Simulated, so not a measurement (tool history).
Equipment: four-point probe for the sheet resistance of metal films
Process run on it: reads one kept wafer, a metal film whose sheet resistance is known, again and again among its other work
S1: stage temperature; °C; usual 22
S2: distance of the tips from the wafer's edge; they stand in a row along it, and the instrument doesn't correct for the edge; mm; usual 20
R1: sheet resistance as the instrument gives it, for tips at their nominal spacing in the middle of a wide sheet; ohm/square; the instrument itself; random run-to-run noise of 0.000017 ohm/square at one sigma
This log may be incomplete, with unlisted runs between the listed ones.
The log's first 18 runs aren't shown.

run	hour	S1	S2	R1
19	1424.8	20	3	0.08497
# hour 1446.8: stage's thermometer calibrated, once more
20	1479.8	20	3	0.08509
21	1565	32	20	0.083374
22	1645.6	28	25	0.083538
23	1748.5	27	7	0.083809
# hour 1756.1: new probe head fitted
24	1846.7	25	10	0.082936
25	1910.6	25	10	0.082942
26	2027.7	25	10	0.082954

Run 27 comes next. What will it give?
27	2090	19	32	?

R1: 0.083137 ohm/square
With no hidden state in the tool, this same run would have given R1 0.083093 ohm/square.
